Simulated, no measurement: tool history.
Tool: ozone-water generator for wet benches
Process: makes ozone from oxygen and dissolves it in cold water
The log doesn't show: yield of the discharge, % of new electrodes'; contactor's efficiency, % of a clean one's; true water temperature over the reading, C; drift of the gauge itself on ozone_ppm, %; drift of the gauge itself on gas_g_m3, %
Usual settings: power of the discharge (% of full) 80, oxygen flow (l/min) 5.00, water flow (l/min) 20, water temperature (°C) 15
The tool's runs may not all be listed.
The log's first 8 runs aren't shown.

run    hour  power of the discharge (% of full)  oxygen flow (l/min)  water flow (l/min)  water temperature (°C)  hours of work since the electrodes were changed  hours of work since the contactor was cleaned  hours of work since the thermometer was calibrated  dissolved ozone (ppm)  ozone in the gas ahead of the water (g/m3)
  9   681.2                                  80                 5.00                  20                      15                                             2377                                            439                                                2238                   23.0                                       224.8
 10   775.7                                  80                 5.00                  20                      15                                             2454                                            515                                                2315                   23.3                                       225.1
 11   877.6                                  80                 5.00                  20                      15                                             2537                                            598                                                2398                   23.2                                       226.3
 12   933.9                                  80                 5.00                  20                      15                                             2583                                            644                                                2444                   23.1                                       223.0
 13   997.3                                  83                 5.00                  20                      15                                             2634                                            695                                                2495                   23.6                                       228.4
 14  1079.3                                  80                 5.00                  21                      15                                             2701                                            762                                                2562                   21.7                                       225.6
 15  1166.1                                  80                 5.00                  19                      15                                             2771                                            832                                                2632                   24.0                                       225.5
 16  1217.1                                  80                 5.00                  19                      15                                             2813                                            874                                                2674                   23.9                                       225.4
 17  1327.8                                  80                 5.00                  19                      15                                             2903                                            964                                                2764                   23.9                                       225.5
 18  1422.7                                  80                 5.00                  19                      15                                             2980                                           1041                                                2841                   23.9                                       222.7
 19  1476.0                                  64                 3.03                  20                      20                                             3023                                           1084                                                2884                   16.0                                       229.8
 20  1555.7                                  64                 3.03                  20                      20                                             3088                                           1149                                                2949                   15.9                                       229.4
 21  1608.5                                  54                 5.62                  15                       9                                             3131                                           1192                                                2992                   26.3                                       171.5
 22  1660.5                                  54                 5.62                  15                       9                                             3173                                           1234                                                3034                   26.5                                       170.4
 23  1767.4                                  54                 6.56                  17                       9                                             3260                                           1321                                                3121                   24.5                                       161.8
 24  1876.9                                  86                 4.28                  13                      13                                             3349                                           1410                                                3210                   34.3                                       242.7
 25  1928.3                                  86                 4.28                  13                      13                                             3390                                           1452                                                3251                   34.5                                       243.4
 26  2001.7                                  64                 4.09                  23                       9                                             3450                                           1511                                                3311                   17.0                                       208.1
 27  2063.9                                  64                 5.56                  29                       9                                             3500                                           1562                                                3361                   14.9                                       187.2
 28  2145.9                                  64                 5.56                  29                       9                                             3567                                           1628                                                3428                   14.5                                       188.1
 29  2252.1                                  42                 3.14                  22                      15                                             3653                                           1715                                                3514                   12.0                                       177.4
 30  2319.8                                  56                 5.00                  27                      15                                             3708                                           1769                                                3569                   13.5                                       181.0
 31  2399.4                                  80                 7.17                  14                      15                                             3773                                           1834                                                3634                   32.5                                       197.6
 32  2513.3                                  66                 7.17                  14                      15                                             3865                                           1927                                                3726                   28.8                                       175.8
 33  2623.6                                  66                 4.65                  21                      21                                             3955                                           2016                                                3816                   17.2                                       200.8

3 ways to go on from here, each from the tool as it stands after run 33. What would each give?
  A  2673.0                                  52                 5.00                  20                       9                                             3995                                           2056                                                3856                      ?                                           ?
  B  2673.0                                  66                 4.65                  29                      12                                             3995                                           2056                                                3856                      ?                                           ?
  C  2673.0                                  61                 6.75                  23                      21                                             3995                                           2056                                                3856                      ?                                           ?

run  dissolved ozone (ppm)  ozone in the gas ahead of the water (g/m3)
  A                   18.9                                       172.5
  B                   13.6                                       200.4
  C                   16.5                                       170.6
Without the tool's hidden state the same runs would have given:
run  dissolved ozone (ppm)  ozone in the gas ahead of the water (g/m3)
  A                   20.3                                       179.8
  B                   14.8                                       210.4
  C                   17.8                                       178.7
